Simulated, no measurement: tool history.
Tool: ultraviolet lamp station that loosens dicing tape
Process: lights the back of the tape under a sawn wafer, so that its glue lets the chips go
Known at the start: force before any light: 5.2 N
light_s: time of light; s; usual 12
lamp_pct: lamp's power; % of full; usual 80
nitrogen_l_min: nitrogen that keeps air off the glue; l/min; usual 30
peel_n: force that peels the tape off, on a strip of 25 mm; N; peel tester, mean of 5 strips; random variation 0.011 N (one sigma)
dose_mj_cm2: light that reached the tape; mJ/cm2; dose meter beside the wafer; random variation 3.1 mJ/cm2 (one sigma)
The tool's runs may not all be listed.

{"run": 1, "hour": 0.0, "light_s": 12, "lamp_pct": 80, "nitrogen_l_min": 30, "peel_n": 0.538, "dose_mj_cm2": 445}
{"run": 2, "hour": 88.4, "light_s": 16, "lamp_pct": 80, "nitrogen_l_min": 30, "peel_n": 0.377, "dose_mj_cm2": 573}
{"run": 3, "hour": 141.2, "light_s": 16, "lamp_pct": 80, "nitrogen_l_min": 30, "peel_n": 0.391, "dose_mj_cm2": 567}
{"run": 4, "hour": 204.8, "light_s": 16, "lamp_pct": 80, "nitrogen_l_min": 30, "peel_n": 0.374, "dose_mj_cm2": 563}
{"run": 5, "hour": 248.9, "light_s": 12, "lamp_pct": 69, "nitrogen_l_min": 30, "peel_n": 0.753, "dose_mj_cm2": 357}
{"run": 6, "hour": 292.0, "light_s": 12, "lamp_pct": 69, "nitrogen_l_min": 30, "peel_n": 0.783, "dose_mj_cm2": 357}
{"run": 7, "hour": 344.7, "light_s": 12, "lamp_pct": 69, "nitrogen_l_min": 30, "peel_n": 0.824, "dose_mj_cm2": 351}
{"run": 8, "hour": 421.1, "light_s": 12, "lamp_pct": 69, "nitrogen_l_min": 30, "peel_n": 0.801, "dose_mj_cm2": 342}
{"run": 9, "hour": 482.9, "light_s": 12, "lamp_pct": 69, "nitrogen_l_min": 30, "peel_n": 0.839, "dose_mj_cm2": 342}
{"run": 10, "hour": 550.8, "light_s": 13, "lamp_pct": 80, "nitrogen_l_min": 30, "peel_n": 0.612, "dose_mj_cm2": 418}
{"hour": 558.9, "done": "window cleaned of glue's vapour"}
{"run": 11, "hour": 623.4, "light_s": 14, "lamp_pct": 72, "nitrogen_l_min": 30, "peel_n": 0.567, "dose_mj_cm2": 435}
{"run": 12, "hour": 691.7, "light_s": 12, "lamp_pct": 72, "nitrogen_l_min": 14, "peel_n": 1.157, "dose_mj_cm2": 367}

Forecast run 13:
{"run": 13, "hour": 777.7, "light_s": 9, "lamp_pct": 72, "nitrogen_l_min": 14, "peel_n": "?", "dose_mj_cm2": "?"}

peel_n: 1.647 N
dose_mj_cm2: 270 mJ/cm2
Without the tool's hidden state the same run would have given peel_n 1.319 N, dose_mj_cm2 326 mJ/cm2.

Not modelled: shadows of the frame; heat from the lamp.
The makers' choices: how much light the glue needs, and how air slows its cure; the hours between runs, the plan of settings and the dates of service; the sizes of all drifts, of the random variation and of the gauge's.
